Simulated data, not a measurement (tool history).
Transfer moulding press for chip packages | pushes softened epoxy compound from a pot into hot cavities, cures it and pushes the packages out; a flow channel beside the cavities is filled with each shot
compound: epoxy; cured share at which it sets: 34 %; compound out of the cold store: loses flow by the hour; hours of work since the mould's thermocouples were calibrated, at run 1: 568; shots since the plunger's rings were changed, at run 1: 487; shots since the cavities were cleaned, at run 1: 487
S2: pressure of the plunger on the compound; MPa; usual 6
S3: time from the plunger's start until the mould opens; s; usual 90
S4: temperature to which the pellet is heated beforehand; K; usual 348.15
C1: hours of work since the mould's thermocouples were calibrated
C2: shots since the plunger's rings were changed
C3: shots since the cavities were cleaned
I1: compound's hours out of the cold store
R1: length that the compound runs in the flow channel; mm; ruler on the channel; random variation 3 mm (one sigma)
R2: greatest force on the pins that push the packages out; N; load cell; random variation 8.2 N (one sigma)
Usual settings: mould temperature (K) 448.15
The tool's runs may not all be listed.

Run 1, day 0: usual settings; C1 568; C2 487; C3 487; I1 17.2. Result: R1 922 mm, R2 574 N.
Run 2, day 0.788: usual settings; C1 577; C2 690; C3 690; I1 41.9. Result: R1 862 mm, R2 601 N.
At day 1.867: cavities cleaned with cleaning compound and waxed.
Run 3, day 2.104: usual settings; C1 593; C2 1014; C3 61; I1 35.4. Result: R1 871 mm, R2 391 N.
Run 4, day 3.021: usual settings; C1 604; C2 1250; C3 297; I1 38.7. Result: R1 865 mm, R2 499 N.
Run 5, day 3.75: usual settings; C1 613; C2 1437; C3 484; I1 20.5. Result: R1 911 mm, R2 552 N.
Run 6, day 4.562: usual settings; C1 624; C2 1647; C3 694; I1 43.4. Result: R1 847 mm, R2 622 N.
At day 5.579: cavities cleaned with cleaning compound and waxed.
Run 7, day 6.192: usual settings but mould temperature (K) 452.15, S2 7.24 MPa; C1 643; C2 2051; C3 158; I1 10.6. Result: R1 989 mm, R2 376 N.
Run 8, day 7.246: usual settings but mould temperature (K) 452.15, S2 7.24 MPa; C1 656; C2 2322; C3 429; I1 39.9. Result: R1 910 mm, R2 481 N.
Run 9, day 8.492: usual settings but mould temperature (K) 441.15, S2 4.94 MPa, S3 116 s, S4 350.15 K; C1 672; C2 2644; C3 751; I1 45.2. Result: R1 798 mm, R2 594 N.
At day 9.292: cavities cleaned with cleaning compound and waxed.
Run 10, day 9.521: usual settings but mould temperature (K) 441.15, S2 6.35 MPa, S3 116 s, S4 342.15 K; C1 684; C2 2893; C3 59; I1 40. Result: R1 912 mm, R2 367 N.
Run 11, day 10.829: usual settings but mould temperature (K) 449.15, S2 6.43 MPa, S3 115 s, S4 352.15 K; C1 700; C2 3230; C3 396; I1 9.4. Result: R1 951 mm, R2 423 N.

Forecast each of these 3 alternatives for the next run:
Run A, day 11.638: usual settings but mould temperature (K) 449.15, S2 4.91 MPa, S3 80 s, S4 352.15 K; C1 710; C2 3439; C3 605; I1 37.7. Result: R1 ?, R2 ?.
Run B, day 11.638: usual settings but mould temperature (K) 449.15, S2 7.11 MPa, S3 115 s, S4 352.15 K; C1 710; C2 3439; C3 605; I1 27.1. Result: R1 ?, R2 ?.
Run C, day 11.638: usual settings but mould temperature (K) 446.15, S2 6.12 MPa; C1 710; C2 3439; C3 605; I1 19.8. Result: R1 ?, R2 ?.

run   R1   R2
  A  762  642
  B  946  473
  C  914  642
Without the tool's hidden state the same runs would have given:
run   R1   R2
  A  788  411
  B  979  282
  C  946  412
